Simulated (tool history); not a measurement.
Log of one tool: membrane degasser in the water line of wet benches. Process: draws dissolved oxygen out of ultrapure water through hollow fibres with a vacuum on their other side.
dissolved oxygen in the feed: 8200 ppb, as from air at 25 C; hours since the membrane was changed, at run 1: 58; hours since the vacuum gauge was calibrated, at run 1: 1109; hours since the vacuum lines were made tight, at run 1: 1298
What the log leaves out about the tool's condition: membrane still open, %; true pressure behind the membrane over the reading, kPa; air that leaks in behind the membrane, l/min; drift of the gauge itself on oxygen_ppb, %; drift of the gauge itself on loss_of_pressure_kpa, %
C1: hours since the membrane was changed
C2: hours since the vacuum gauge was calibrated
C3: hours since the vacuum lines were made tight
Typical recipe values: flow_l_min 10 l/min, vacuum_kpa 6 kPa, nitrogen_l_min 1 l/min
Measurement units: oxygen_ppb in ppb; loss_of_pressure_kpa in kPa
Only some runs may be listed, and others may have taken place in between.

Run 1, day 0: usual settings; C1 58; C2 1109; C3 1298. Result: oxygen_ppb 284.8 ppb, loss_of_pressure_kpa 65.7 kPa.
Run 2, day 1.7: usual settings; C1 99; C2 1150; C3 1339. Result: oxygen_ppb 292.3 ppb, loss_of_pressure_kpa 65.6 kPa.
Run 3, day 3.458: usual settings; C1 141; C2 1192; C3 1381. Result: oxygen_ppb 283.5 ppb, loss_of_pressure_kpa 65.48 kPa.
Run 4, day 5.717: usual settings but nitrogen_l_min 0.58 l/min; C1 195; C2 1247; C3 1435. Result: oxygen_ppb 327.6 ppb, loss_of_pressure_kpa 65.71 kPa.
Run 5, day 8.133: usual settings but flow_l_min 11 l/min; C1 253; C2 1305; C3 1493. Result: oxygen_ppb 327.9 ppb, loss_of_pressure_kpa 72.51 kPa.
Run 6, day 10.004: usual settings; C1 298; C2 1349; C3 1538. Result: oxygen_ppb 288.3 ppb, loss_of_pressure_kpa 65.98 kPa.
Run 7, day 12.958: usual settings but vacuum_kpa 4.16 kPa, nitrogen_l_min 1.24 l/min; C1 369; C2 1420; C3 1609. Result: oxygen_ppb 243.2 ppb, loss_of_pressure_kpa 65.67 kPa.
Run 8, day 15.379: usual settings but flow_l_min 11 l/min, vacuum_kpa 5.99 kPa, nitrogen_l_min 1.41 l/min; C1 427; C2 1478; C3 1667. Result: oxygen_ppb 296.4 ppb, loss_of_pressure_kpa 72.52 kPa.
Run 9, day 18.542: usual settings but vacuum_kpa 5.88 kPa, nitrogen_l_min 0.56 l/min; C1 503; C2 1554; C3 1743. Result: oxygen_ppb 333.2 ppb, loss_of_pressure_kpa 65.94 kPa.
Run 10, day 20.858: usual settings but flow_l_min 6 l/min, vacuum_kpa 5.88 kPa, nitrogen_l_min 1.6 l/min; C1 558; C2 1610; C3 1799. Result: oxygen_ppb 142.9 ppb, loss_of_pressure_kpa 39.52 kPa.
Run 11, day 23.379: usual settings but flow_l_min 6 l/min, vacuum_kpa 11.68 kPa, nitrogen_l_min 1.6 l/min; C1 619; C2 1670; C3 1859. Result: oxygen_ppb 199.3 ppb, loss_of_pressure_kpa 39.73 kPa.
Run 12, day 25.217: usual settings but flow_l_min 6 l/min; C1 663; C2 1714; C3 1903. Result: oxygen_ppb 160.2 ppb, loss_of_pressure_kpa 39.77 kPa.

Below, each run's measurement less what the same run would have read without the hidden state. Both values contain the same run-to-run variation, but the gauge's scatter may not be the same in both:
run  oxygen_ppb
  1          +2
  2        +2.3
  3        +2.4
  4        +3.8
  5        +3.4
  6        +3.5
  7        +3.2
  8        +3.8
  9        +5.9
 10        +2.9
 11        +4.2
 12        +3.9
loss_of_pressure_kpa: within 0.19 kPa of the measured result in every run.

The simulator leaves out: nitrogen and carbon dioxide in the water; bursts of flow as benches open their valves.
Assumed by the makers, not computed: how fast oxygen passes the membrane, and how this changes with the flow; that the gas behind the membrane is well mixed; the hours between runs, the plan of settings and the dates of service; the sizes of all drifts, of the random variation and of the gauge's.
